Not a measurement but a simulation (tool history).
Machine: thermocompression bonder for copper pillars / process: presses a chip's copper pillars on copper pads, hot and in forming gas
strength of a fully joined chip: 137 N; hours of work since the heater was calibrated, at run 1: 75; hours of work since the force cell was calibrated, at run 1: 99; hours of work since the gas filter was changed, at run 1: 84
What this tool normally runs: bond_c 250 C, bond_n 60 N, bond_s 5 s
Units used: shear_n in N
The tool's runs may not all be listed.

run   hour  bond_c  bond_n  bond_s  hours of work since the heater was calibrated  hours of work since the force cell was calibrated  hours of work since the gas filter was changed  shear_n
  1      0     250      60       5                                             75                                                 99                                              84     89.1
  2   11.2     250      60       5                                             81                                                105                                              90     84.9
  3   17.5     250      60       5                                             84                                                108                                              93     88.8
  4   22.2     250      60       3                                             86                                                110                                              96     74.2
  5   28.9     250      60       3                                             90                                                114                                              99     74.1
  6   34.1     250      60       3                                             92                                                116                                             101     72.2
  7   42.4     250      60       5                                             96                                                121                                             106     85.2
  8   52.9     250      60       5                                            102                                                126                                             111     85.3
  9   58.4     250      60       5                                            104                                                129                                             114     85.8
 10   69.1     250      60       5                                            110                                                134                                             119     87.2
 11   76.9     250      60       5                                            114                                                138                                             123     86.4
 12   86.2     250      60       5                                            118                                                143                                             128     85.1
      88.6  -- force cell calibrated
 13   94.4     250      60       5                                            122                                                  3                                             131     85.6
 14   99.2     250      60       3                                            124                                                  5                                             133     73.8
 15    110     260      77       3                                            130                                                 11                                             139     95.5
 16  116.9     271      47       5                                            133                                                 14                                             142     83.2
 17  125.7     229      60       7                                            137                                                 19                                             147     79.5
 18  133.9     243      88      13                                            142                                                 23                                             151    121.4
 19  138.8     235      38       8                                            144                                                 25                                             153     60.1
 20  143.9     222      53       8                                            147                                                 28                                             156     69.5
 21  150.1     262      75      12                                            150                                                 31                                             159    120.5
     153.5  -- force cell calibrated, once more
 22  158.4     233      75      12                                            153                                                  2                                             162      108
 23  165.1     268      61       5                                            156                                                  6                                             166     99.7
 24  172.6     220      61       5                                            160                                                 10                                             170     64.7
 25  181.8     271      47       5                                            165                                                 14                                             174     82.2

Branching from run 25: 5 alternative next runs. What would each branch give?
  A  190.5     271      67       5                                            169                                                 19                                             179        ?
  B  190.5     271      76       9                                            169                                                 19                                             179        ?
  C  190.5     225      37       3                                            169                                                 19                                             179        ?
  D  190.5     259      51       3                                            169                                                 19                                             179        ?
  E  190.5     250      60       6                                            169                                                 19                                             179        ?

run  shear_n
  A    105.2
  B    120.3
  C     35.7
  D     69.3
  E     88.4
The same runs, with their run-to-run variation unchanged, on a tool lacking any hidden condition would have given:
run  shear_n
  A    109.1
  B    124.1
  C     37.6
  D     72.5
  E     92.1
